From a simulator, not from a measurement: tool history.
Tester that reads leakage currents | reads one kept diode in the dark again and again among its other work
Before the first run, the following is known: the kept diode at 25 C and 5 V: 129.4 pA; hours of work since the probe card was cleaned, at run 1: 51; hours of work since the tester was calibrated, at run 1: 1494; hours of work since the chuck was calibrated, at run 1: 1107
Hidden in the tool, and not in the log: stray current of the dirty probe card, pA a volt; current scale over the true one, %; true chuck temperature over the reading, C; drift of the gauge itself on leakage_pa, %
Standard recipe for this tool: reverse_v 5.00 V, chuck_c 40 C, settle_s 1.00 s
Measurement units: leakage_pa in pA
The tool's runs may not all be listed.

| run | hour | reverse_v | chuck_c | settle_s | hours of work since the probe card was cleaned | hours of work since the tester was calibrated | hours of work since the chuck was calibrated | leakage_pa |
|---|---|---|---|---|---|---|---|---|
| 1 | 0.0 | 5.00 | 40 | 1.00 | 51 | 1494 | 1107 | 480.42 |
| 2 | 112.0 | 5.00 | 40 | 1.00 | 96 | 1539 | 1151 | 479.29 |
| 3 | 205.5 | 5.00 | 38 | 1.00 | 133 | 1577 | 1189 | 405.45 |
| 4 | 300.5 | 5.00 | 38 | 1.00 | 171 | 1615 | 1227 | 406.66 |
| 5 | 387.0 | 5.00 | 40 | 1.00 | 206 | 1649 | 1262 | 479.83 |
| 6 | 462.2 | 5.00 | 40 | 1.00 | 236 | 1680 | 1292 | 478.47 |
| 7 | 638.9 | 5.00 | 40 | 1.00 | 307 | 1750 | 1362 | 479.66 |
| 8 | 714.6 | 5.00 | 40 | 1.00 | 337 | 1781 | 1393 | 480.19 |
| 9 | 869.1 | 5.00 | 40 | 1.00 | 399 | 1842 | 1454 | 483.60 |
| 10 | 956.4 | 5.00 | 40 | 1.00 | 434 | 1877 | 1489 | 481.35 |
| 11 | 1043.6 | 5.00 | 40 | 1.00 | 469 | 1912 | 1524 | 481.33 |
| 12 | 1161.4 | 7.77 | 55 | 1.00 | 516 | 1959 | 1572 | 1875.58 |
| 13 | 1278.3 | 16.61 | 37 | 3.49 | 563 | 2006 | 1618 | 592.92 |
| 14 | 1421.5 | 1.81 | 40 | 4.84 | 620 | 2064 | 1676 | 323.26 |
| 15 | 1605.6 | 1.81 | 40 | 4.84 | 694 | 2137 | 1749 | 325.04 |
|  | 1681.3 | chuck's temperature calibrated |
| 16 | 1703.1 | 17.20 | 28 | 3.34 | 732 | 2176 | 9 | 274.02 |
| 17 | 1815.3 | 3.24 | 28 | 3.53 | 777 | 2220 | 54 | 143.97 |

Alternative continuations, all from the tool just after run 17; predict every row:
| A | 1930.8 | 2.21 | 34 | 3.53 | 823 | 2267 | 100 | ? |
| B | 1930.8 | 5.81 | 40 | 1.00 | 823 | 2267 | 100 | ? |
| C | 1930.8 | 1.08 | 48 | 0.92 | 823 | 2267 | 100 | ? |
| D | 1930.8 | 4.82 | 28 | 0.92 | 823 | 2267 | 100 | ? |

| run | leakage_pa |
|---|---|
| A | 210.10 |
| B | 508.08 |
| C | 507.87 |
| D | 168.85 |
Without the tool's unlogged condition, the same runs would have read:
| run | leakage_pa |
|---|---|
| A | 210.09 |
| B | 508.05 |
| C | 507.89 |
| D | 168.81 |
